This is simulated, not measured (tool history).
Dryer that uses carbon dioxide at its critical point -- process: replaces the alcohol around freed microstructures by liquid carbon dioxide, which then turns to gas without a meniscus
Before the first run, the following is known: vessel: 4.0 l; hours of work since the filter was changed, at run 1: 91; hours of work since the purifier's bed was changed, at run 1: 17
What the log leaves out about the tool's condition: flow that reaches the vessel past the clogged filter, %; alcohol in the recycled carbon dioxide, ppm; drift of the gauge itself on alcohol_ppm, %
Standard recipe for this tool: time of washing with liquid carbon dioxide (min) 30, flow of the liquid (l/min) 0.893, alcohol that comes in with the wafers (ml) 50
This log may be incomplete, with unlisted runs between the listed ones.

run   hour  time of washing with liquid carbon dioxide (min)  flow of the liquid (l/min)  alcohol that comes in with the wafers (ml)  hours of work since the filter was changed  hours of work since the purifier's bed was changed  alcohol left in the vessel before it's heated (ppm by volume)
  1    0.0                                                30                       0.893                                          50                                          91                                                  17                                                             23
  2    5.0                                                30                       0.893                                          50                                          95                                                  21                                                             21
  3   12.8                                                30                       0.893                                          50                                         101                                                  27                                                             43
  4   21.7                                                30                       0.893                                          50                                         108                                                  34                                                             33
  5   30.7                                                30                       0.893                                          50                                         115                                                  41                                                             33
  6   40.4                                                30                       0.893                                          50                                         123                                                  49                                                             32
  7   48.8                                                36                       0.893                                          50                                         129                                                  55                                                             15
  8   52.9                                                36                       0.893                                          50                                         132                                                  58                                                             27
  9   59.1                                                36                       0.893                                          50                                         137                                                  63                                                             26
 10   63.6                                                36                       0.893                                          50                                         141                                                  67                                                             31
 11   68.4                                                36                       0.893                                          50                                         144                                                  71                                                             32
 12   78.2                                                30                       0.893                                          50                                         152                                                  78                                                             49
 13   87.6                                                30                       0.893                                          50                                         159                                                  86                                                             34
 14   97.1                                                30                       0.893                                          50                                         167                                                  93                                                             50
 15  103.1                                                30                       0.893                                          50                                         171                                                  98                                                             36
 16  107.7                                                30                       0.893                                          50                                         175                                                 101                                                             47
 17  112.6                                                30                       0.893                                          50                                         179                                                 105                                                             52
 18  120.3                                                30                       0.893                                          50                                         185                                                 111                                                             47
 19  127.7                                                30                       0.893                                          50                                         191                                                 117                                                             48
 20  135.5                                                30                       0.893                                          50                                         197                                                 123                                                             54
 21  144.5                                                30                       0.893                                          50                                         204                                                 130                                                             49
 22  153.2                                                30                       0.893                                          29                                         210                                                 137                                                             37
 23  160.0                                                30                       0.809                                          79                                         216                                                 142                                                            106
 24  164.5                                                33                       0.601                                         106                                         219                                                 145                                                            316
 25  169.6                                                33                       0.601                                         106                                         223                                                 149                                                            326
 26  177.3                                                33                       0.601                                         106                                         229                                                 155                                                            330
 27  185.2                                                33                       0.601                                         106                                         235                                                 162                                                            335
 28  192.6                                                20                       0.993                                          99                                         241                                                 167                                                            284
 29  199.9                                                30                       0.557                                          99                                         247                                                 173                                                            617
 30  206.2                                                30                       0.557                                          99                                         252                                                 178                                                            618
 31  215.4                                                19                       0.681                                          50                                         259                                                 185                                                            715
 32  219.9                                                19                       1.381                                         113                                         262                                                 189                                                             99
 33  229.4                                                23                       1.017                                         113                                         270                                                 196                                                            164
 34  233.9                                                30                       0.668                                          72                                         273                                                 200                                                            230
 35  243.0                                                22                       0.705                                          65                                         280                                                 207                                                            549
 36  247.2                                                22                       0.705                                          65                                         284                                                 210                                                            542
 37  252.0                                                29                       0.559                                         105                                         287                                                 214                                                            753
 38  258.7                                                29                       0.782                                         105                                         293                                                 219                                                            201
 39  266.3                                                30                       1.377                                          41                                         299                                                 225                                                             53
 40  274.3                                                22                       0.875                                          36                                         305                                                 231                                                            165
 41  283.7                                                44                       0.700                                         100                                         312                                                 238                                                             72
 42  293.2                                                44                       0.700                                         100                                         320                                                 246                                                             75
 43  302.8                                                44                       0.700                                          51                                         327                                                 253                                                             69
 44  310.5                                                24                       0.893                                          50                                         333                                                 259                                                            158

What would each run have given without the hidden state, its run-to-run variation left as it was?
run  alcohol left in the vessel before it's heated (ppm by volume)
  1                                                             15
  2                                                             13
  3                                                             33
  4                                                             21
  5                                                             20
  6                                                             18
  7                                                              3
  8                                                             13
  9                                                             11
 10                                                             15
 11                                                             15
 12                                                             28
 13                                                             11
 14                                                             25
 15                                                             11
 16                                                             21
 17                                                             26
 18                                                             19
 19                                                             18
 20                                                             23
 21                                                             18
 22                                                              7
 23                                                             59
 24                                                            217
 25                                                            223
 26                                                            225
 27                                                            226
 28                                                            185
 29                                                            447
 30                                                            445
 31                                                            548
 32                                                             41
 33                                                             84
 34                                                            134
 35                                                            384
 36                                                            378
 37                                                            530
 38                                                            103
 39                                                             10
 40                                                             84
 41                                                             16
 42                                                             15
 43                                                             14
 44                                                             71

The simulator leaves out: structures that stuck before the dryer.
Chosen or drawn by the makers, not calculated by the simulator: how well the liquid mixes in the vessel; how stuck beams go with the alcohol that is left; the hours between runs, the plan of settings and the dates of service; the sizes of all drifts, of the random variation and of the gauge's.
